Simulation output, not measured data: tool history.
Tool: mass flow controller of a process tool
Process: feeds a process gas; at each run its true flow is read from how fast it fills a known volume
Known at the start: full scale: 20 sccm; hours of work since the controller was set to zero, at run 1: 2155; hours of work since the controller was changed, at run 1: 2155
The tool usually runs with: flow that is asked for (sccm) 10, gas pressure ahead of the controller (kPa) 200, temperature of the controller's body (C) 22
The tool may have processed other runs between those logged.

run	hour	flow that is asked for (sccm)	gas pressure ahead of the controller (kPa)	temperature of the controller's body (C)	hours of work since the controller was set to zero	hours of work since the controller was changed	true flow (%)
1	0.0	10	200	22	2155	2155	98.96
2	98.8	6	200	22	2189	2189	98.55
3	280.9	6	200	22	2251	2251	98.71
4	433.0	6	200	22	2302	2302	98.78
5	602.9	10	200	22	2360	2360	99.25
6	720.8	10	200	22	2400	2400	99.40
7	924.0	10	200	22	2469	2469	99.35
8	1029.1	10	200	22	2505	2505	99.48
9	1152.0	10	200	22	2547	2547	99.66
10	1324.9	10	177	22	2606	2606	99.55
11	1485.5	14	201	26	2660	2660	99.95
12	1661.7	14	201	26	2720	2720	100.07
13	1795.8	14	161	26	2766	2766	100.01
14	1915.9	14	161	26	2807	2807	99.93
# hour 1980.4: gauge calibrated
15	2119.7	14	161	26	2876	2876	99.28
16	2257.3	14	161	26	2923	2923	99.29
17	2449.5	3	211	36	2988	2988	98.17
18	2573.9	4	200	25	3031	3031	98.59
19	2736.8	8	243	31	3086	3086	98.88

Alternative continuations, all from the tool just after run 19; predict every row:
A	2915.0	19	216	30	3147	3147	?
B	2915.0	2	227	31	3147	3147	?
C	2915.0	2	266	29	3147	3147	?

run	true flow (%)
A	100.23
B	98.34
C	98.54
The same runs, with their run-to-run variation unchanged, on a tool lacking any hidden condition would have given:
run	true flow (%)
A	99.80
B	97.90
C	98.11
